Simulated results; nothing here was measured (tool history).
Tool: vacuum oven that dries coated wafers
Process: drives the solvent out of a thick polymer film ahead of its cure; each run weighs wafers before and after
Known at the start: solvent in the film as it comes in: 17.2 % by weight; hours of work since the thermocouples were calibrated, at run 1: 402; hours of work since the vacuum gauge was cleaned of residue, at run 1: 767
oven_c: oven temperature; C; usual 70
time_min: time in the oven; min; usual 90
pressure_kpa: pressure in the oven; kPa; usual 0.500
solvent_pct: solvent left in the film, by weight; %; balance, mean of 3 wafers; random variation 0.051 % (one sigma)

run	hour	oven_c	time_min	pressure_kpa	hours of work since the thermocouples were calibrated	hours of work since the vacuum gauge was cleaned of residue	solvent_pct
1	0.0	70	90	0.500	402	767	1.32
2	14.9	70	90	0.500	413	778	1.33
3	26.9	70	90	0.500	422	787	1.29
4	44.5	70	90	0.500	436	801	1.38
5	60.5	70	90	0.500	448	813	1.42
6	82.9	70	90	0.500	465	830	1.32
7	107.5	70	90	0.500	483	848	1.38
8	126.6	70	90	0.500	497	863	1.26
9	152.5	70	50	0.500	517	882	3.64
10	175.0	70	50	0.500	534	899	3.65
11	198.9	70	50	0.500	552	917	3.63
12	214.8	70	50	0.500	564	929	3.61
# hour 218.5: oven's thermocouples calibrated
13	228.3	70	90	0.500	7	938	1.47
14	238.8	70	90	0.500	15	945	1.47
15	259.8	75	110	0.500	31	961	0.57
16	285.0	75	110	0.500	50	980	0.47
17	298.5	56	154	0.507	60	990	2.89
# hour 302.6: oven's thermocouples calibrated, once more
18	313.0	56	154	0.507	8	1000	2.63
19	335.9	75	90	0.507	25	1017	0.66
20	360.8	65	58	1.412	44	1036	4.55
21	374.4	62	72	1.752	54	1046	4.79
22	393.3	76	54	0.500	68	1060	1.63
23	412.4	61	90	0.500	83	1075	3.43
24	424.0	61	90	0.500	91	1083	3.51
25	440.8	57	142	0.500	104	1096	2.77
26	456.2	83	109	0.500	116	1108	0.27
27	477.7	84	90	0.530	132	1124	0.28
28	499.5	58	90	0.530	148	1140	4.46

4 ways to go on from here, each from the tool as it stands after run 28. What would each give?
A	512.6	61	90	0.487	158	1150	?
B	512.6	58	90	1.267	158	1150	?
C	512.6	58	109	0.530	158	1150	?
D	512.6	70	52	0.601	158	1150	?

run	solvent_pct
A	3.55
B	4.86
C	3.66
D	3.30
Without the tool's hidden state the same runs would have given:
run	solvent_pct
A	3.17
B	4.43
C	3.24
D	3.01
